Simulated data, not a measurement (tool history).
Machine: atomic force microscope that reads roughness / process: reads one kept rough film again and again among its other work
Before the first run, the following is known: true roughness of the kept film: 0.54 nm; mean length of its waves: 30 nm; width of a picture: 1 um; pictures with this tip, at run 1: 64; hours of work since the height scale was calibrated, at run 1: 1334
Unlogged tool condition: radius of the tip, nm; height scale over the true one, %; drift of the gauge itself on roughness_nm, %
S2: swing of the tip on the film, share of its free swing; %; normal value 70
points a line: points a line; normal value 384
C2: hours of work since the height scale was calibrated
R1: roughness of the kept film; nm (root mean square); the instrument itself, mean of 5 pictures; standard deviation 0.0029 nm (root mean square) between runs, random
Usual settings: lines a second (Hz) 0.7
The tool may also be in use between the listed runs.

run 1 hour=0 | lines_a_second_(Hz)=0.7 S2=70 points_a_line=384 | pictures_with_this_tip=64 C2=1334 | R1=0.504
-- hour=23.4 new tip fitted
run 2 hour=65.1 | lines_a_second_(Hz)=0.7 S2=70 points_a_line=384 | pictures_with_this_tip=62 C2=1376 | R1=0.51
-- hour=87.4 new tip fitted
run 3 hour=106.3 | lines_a_second_(Hz)=0.7 S2=70 points_a_line=384 | pictures_with_this_tip=28 C2=1401 | R1=0.513
run 4 hour=141.9 | lines_a_second_(Hz)=0.7 S2=70 points_a_line=306 | pictures_with_this_tip=80 C2=1424 | R1=0.497
-- hour=152.2 new tip fitted
run 5 hour=188.6 | lines_a_second_(Hz)=0.7 S2=70 points_a_line=306 | pictures_with_this_tip=53 C2=1454 | R1=0.51
-- hour=213 new tip fitted
run 6 hour=230.6 | lines_a_second_(Hz)=0.7 S2=70 points_a_line=306 | pictures_with_this_tip=26 C2=1480 | R1=0.514
run 7 hour=267.9 | lines_a_second_(Hz)=0.7 S2=70 points_a_line=384 | pictures_with_this_tip=81 C2=1504 | R1=0.506
-- hour=279 new tip fitted
run 8 hour=324.5 | lines_a_second_(Hz)=0.7 S2=70 points_a_line=384 | pictures_with_this_tip=67 C2=1540 | R1=0.511
-- hour=340.6 new tip fitted
run 9 hour=386.3 | lines_a_second_(Hz)=1.974 S2=70 points_a_line=384 | pictures_with_this_tip=68 C2=1579 | R1=0.483
-- hour=402.9 new tip fitted
run 10 hour=426 | lines_a_second_(Hz)=0.7 S2=70 points_a_line=517 | pictures_with_this_tip=34 C2=1604 | R1=0.511
-- hour=464.7 new tip fitted
run 11 hour=467.6 | lines_a_second_(Hz)=0.7 S2=70 points_a_line=517 | pictures_with_this_tip=4 C2=1630 | R1=0.519
-- hour=529.8 new tip fitted
run 12 hour=544.7 | lines_a_second_(Hz)=0.7 S2=69 points_a_line=284 | pictures_with_this_tip=22 C2=1679 | R1=0.508
-- hour=595.8 new tip fitted
run 13 hour=599.6 | lines_a_second_(Hz)=1.729 S2=56 points_a_line=284 | pictures_with_this_tip=6 C2=1714 | R1=0.515
-- hour=656.2 new tip fitted
run 14 hour=672.9 | lines_a_second_(Hz)=2.138 S2=74 points_a_line=384 | pictures_with_this_tip=24 C2=1760 | R1=0.481
-- hour=719.2 new tip fitted
run 15 hour=747.4 | lines_a_second_(Hz)=1.993 S2=65 points_a_line=261 | pictures_with_this_tip=41 C2=1807 | R1=0.498
-- hour=781 new tip fitted
run 16 hour=818.4 | lines_a_second_(Hz)=1.993 S2=74 points_a_line=867 | pictures_with_this_tip=55 C2=1852 | R1=0.485
-- hour=846.2 new tip fitted
run 17 hour=862.8 | lines_a_second_(Hz)=3.004 S2=78 points_a_line=384 | pictures_with_this_tip=25 C2=1880 | R1=0.447

Each row is a separate what-if for the run after 17, all from the same tool condition, not one after another. Results?
-- hour=912.2 new tip fitted
run A hour=931.7 | lines_a_second_(Hz)=0.7 S2=70 points_a_line=882 | pictures_with_this_tip=29 C2=1924 | R1=?
-- hour=912.2 new tip fitted
run B hour=931.7 | lines_a_second_(Hz)=1.327 S2=70 points_a_line=384 | pictures_with_this_tip=29 C2=1924 | R1=?
-- hour=912.2 new tip fitted
run C hour=931.7 | lines_a_second_(Hz)=0.7 S2=72 points_a_line=835 | pictures_with_this_tip=29 C2=1924 | R1=?
-- hour=912.2 new tip fitted
run D hour=931.7 | lines_a_second_(Hz)=1.56 S2=78 points_a_line=273 | pictures_with_this_tip=29 C2=1924 | R1=?
-- hour=912.2 new tip fitted
run E hour=931.7 | lines_a_second_(Hz)=0.864 S2=70 points_a_line=384 | pictures_with_this_tip=29 C2=1924 | R1=?

run=A R1=0.52
run=B R1=0.507
run=C R1=0.516
run=D R1=0.48
run=E R1=0.517
Without the tool's unlogged condition, the same runs would have read:
run=A R1=0.516
run=B R1=0.504
run=C R1=0.513
run=D R1=0.477
run=E R1=0.513

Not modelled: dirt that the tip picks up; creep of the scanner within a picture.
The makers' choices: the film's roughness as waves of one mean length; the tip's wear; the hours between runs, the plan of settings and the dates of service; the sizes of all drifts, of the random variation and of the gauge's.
